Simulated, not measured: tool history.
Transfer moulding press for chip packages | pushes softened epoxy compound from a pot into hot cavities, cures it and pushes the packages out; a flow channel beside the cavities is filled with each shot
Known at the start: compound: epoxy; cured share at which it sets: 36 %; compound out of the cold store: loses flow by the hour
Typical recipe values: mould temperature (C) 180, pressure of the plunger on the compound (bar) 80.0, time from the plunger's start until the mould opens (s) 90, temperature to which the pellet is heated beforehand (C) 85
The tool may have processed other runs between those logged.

run	day	mould temperature (C)	pressure of the plunger on the compound (bar)	time from the plunger's start until the mould opens (s)	temperature to which the pellet is heated beforehand (C)	incoming compound's hours out of the cold store	length that the compound runs in the flow channel (mm)	greatest force on the pins that push the packages out (N)
1	0.000	180	80.0	90	85	28.3	626	225
2	1.354	180	80.0	90	85	13.4	654	272
# day 1.483: cavities cleaned with cleaning compound and waxed
3	2.838	180	80.0	90	85	17.0	649	317
# day 3.108: cavities cleaned with cleaning compound and waxed
# day 4.208: plunger's sealing rings changed
4	4.408	180	65.1	90	85	42.1	559	248
# day 4.850: cavities cleaned with cleaning compound and waxed
5	5.096	180	80.0	90	91	8.5	705	227
6	6.121	180	80.0	90	91	44.8	605	240
# day 6.383: cavities cleaned with cleaning compound and waxed, once more
7	7.496	180	80.0	129	85	43.9	608	174
# day 8.012: cavities cleaned with cleaning compound and waxed
8	8.579	180	80.0	129	85	24.5	652	177
# day 9.700: cavities cleaned with cleaning compound and waxed
9	9.700	180	80.0	129	85	39.7	603	159
10	10.571	180	80.0	129	85	43.1	603	176
# day 11.325: cavities cleaned with cleaning compound and waxed
11	11.325	180	80.0	129	85	41.8	608	155
12	12.121	180	80.0	129	85	40.6	615	173
13	12.733	180	80.0	90	85	43.7	602	247
# day 12.975: cavities cleaned with cleaning compound and waxed
14	14.000	185	80.0	90	85	19.1	643	209
# day 14.600: cavities cleaned with cleaning compound and waxed
15	14.712	185	80.0	90	85	20.4	637	177
16	15.692	180	80.0	90	81	17.3	656	257
# day 16.192: cavities cleaned with cleaning compound and waxed
17	16.783	180	66.9	104	85	9.8	626	207
# day 17.804: cavities cleaned with cleaning compound and waxed
# day 18.267: plunger's sealing rings changed
18	18.354	173	91.9	117	86	35.1	708	210
19	19.029	173	91.9	117	86	43.3	675	223
# day 19.575: cavities cleaned with cleaning compound and waxed
20	20.233	185	99.1	114	86	41.7	683	176
# day 21.271: cavities cleaned with cleaning compound and waxed
21	21.767	173	65.2	74	80	22.0	619	632
# day 22.950: cavities cleaned with cleaning compound and waxed
22	23.112	180	80.0	90	89	24.2	650	224
23	24.250	180	80.0	106	90	9.9	689	200

Estimate the outcome of run 24 from the log above:
# day 24.546: cavities cleaned with cleaning compound and waxed
24	25.400	180	63.9	125	85	43.2	?	?

{"run 24": {"length that the compound runs in the flow channel (mm)": 532, "greatest force on the pins that push the packages out (N)": 177}}
Had the tool carried no hidden state, the very same run would have given length that the compound runs in the flow channel (mm) 543, greatest force on the pins that push the packages out (N) 155.

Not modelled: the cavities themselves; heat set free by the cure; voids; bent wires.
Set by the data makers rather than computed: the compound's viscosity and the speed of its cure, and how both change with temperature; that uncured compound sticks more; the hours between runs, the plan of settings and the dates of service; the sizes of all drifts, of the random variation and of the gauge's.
